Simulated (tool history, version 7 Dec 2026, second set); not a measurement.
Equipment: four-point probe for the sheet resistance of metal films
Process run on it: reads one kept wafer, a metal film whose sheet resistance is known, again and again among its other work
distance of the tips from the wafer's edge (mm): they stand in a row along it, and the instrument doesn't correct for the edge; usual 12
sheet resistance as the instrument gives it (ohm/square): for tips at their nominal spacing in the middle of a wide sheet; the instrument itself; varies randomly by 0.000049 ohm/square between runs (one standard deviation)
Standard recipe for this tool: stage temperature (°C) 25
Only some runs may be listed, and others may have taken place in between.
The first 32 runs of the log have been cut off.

run   hour  stage temperature (°C)  distance of the tips from the wafer's edge (mm)  sheet resistance as the instrument gives it (ohm/square)
     490.3  -- stage's thermometer calibrated, once more
 33  490.3                      23                                                5                                                  0.248379
 34  506.9                      19                                               66                                                  0.243460
 35  520.1                      19                                               66                                                  0.243460
 36  532.7                      19                                                3                                                  0.257152
 37  545.1                      19                                                3                                                  0.257055
 38  554.2                      28                                               24                                                  0.243333
 39  566.9                      25                                                4                                                  0.250973
 40  583.3                      25                                                4                                                  0.251091
 41  598.7                      30                                               17                                                  0.243508
 42  608.1                      21                                                5                                                  0.248492
 43  617.8                      34                                                8                                                  0.244912
 44  636.6                      23                                               31                                                  0.243454
 45  650.2                      32                                                6                                                  0.246516

Here are 4 independent what-if runs from the current tool condition. What would each one return?
  A  660.9                      34                                               16                                                         ?
  B  660.9                      33                                               28                                                         ?
  C  660.9                      19                                                9                                                         ?
  D  660.9                      25                                               14                                                         ?

run  sheet resistance as the instrument gives it (ohm/square)
  A                                                  0.243334
  B                                                  0.243005
  C                                                  0.245071
  D                                                  0.243874
Had the tool no hidden state, the same runs would have come out as:
run  sheet resistance as the instrument gives it (ohm/square)
  A                                                  0.243599
  B                                                  0.243270
  C                                                  0.245333
  D                                                  0.244137
